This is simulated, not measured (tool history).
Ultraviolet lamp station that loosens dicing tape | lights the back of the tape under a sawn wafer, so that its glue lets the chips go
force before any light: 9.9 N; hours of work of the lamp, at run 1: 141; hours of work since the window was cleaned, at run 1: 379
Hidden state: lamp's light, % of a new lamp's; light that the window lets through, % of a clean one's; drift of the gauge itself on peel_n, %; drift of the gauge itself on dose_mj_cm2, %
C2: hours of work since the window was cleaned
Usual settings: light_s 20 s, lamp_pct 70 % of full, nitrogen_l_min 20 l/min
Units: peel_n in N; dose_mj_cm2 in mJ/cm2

Run 1, hour 0: usual settings; hours of work of the lamp 141; C2 379. Result: peel_n 1.399 N, dose_mj_cm2 370 mJ/cm2.
Run 2, hour 4.7: usual settings; hours of work of the lamp 144; C2 381. Result: peel_n 1.435 N, dose_mj_cm2 369 mJ/cm2.
Run 3, hour 9.5: usual settings but lamp_pct 80 % of full; hours of work of the lamp 146; C2 384. Result: peel_n 1.069 N, dose_mj_cm2 420 mJ/cm2.
Run 4, hour 18.2: usual settings but lamp_pct 80 % of full; hours of work of the lamp 151; C2 388. Result: peel_n 1.117 N, dose_mj_cm2 420 mJ/cm2.
At hour 19.4: window cleaned of glue's vapour.
Run 5, hour 24: usual settings but nitrogen_l_min 8 l/min; hours of work of the lamp 154; C2 2. Result: peel_n 2.563 N, dose_mj_cm2 360 mJ/cm2.
Run 6, hour 29.1: usual settings but lamp_pct 60 % of full, nitrogen_l_min 12 l/min; hours of work of the lamp 156; C2 5. Result: peel_n 2.498 N, dose_mj_cm2 307 mJ/cm2.
Run 7, hour 36.7: usual settings but light_s 22 s, lamp_pct 93 % of full, nitrogen_l_min 28 l/min; hours of work of the lamp 160; C2 9. Result: peel_n 0.514 N, dose_mj_cm2 524 mJ/cm2.
Run 8, hour 45: usual settings but lamp_pct 68 % of full; hours of work of the lamp 165; C2 13. Result: peel_n 1.53 N, dose_mj_cm2 351 mJ/cm2.
At hour 46.9: window cleaned of glue's vapour, once more.
Run 9, hour 54: usual settings but lamp_pct 93 % of full, nitrogen_l_min 13 l/min; hours of work of the lamp 169; C2 4. Result: peel_n 0.961 N, dose_mj_cm2 515 mJ/cm2.

Run 10 comes next. What will it give?
Run 10, hour 60.2: usual settings but lamp_pct 93 % of full, nitrogen_l_min 13 l/min; hours of work of the lamp 172; C2 7. Result: peel_n ?, dose_mj_cm2 ?.

Run 10 gave peel_n 0.996 N, dose_mj_cm2 515 mJ/cm2.
Without the tool's hidden state the same run would have given peel_n 0.783 N, dose_mj_cm2 574 mJ/cm2.
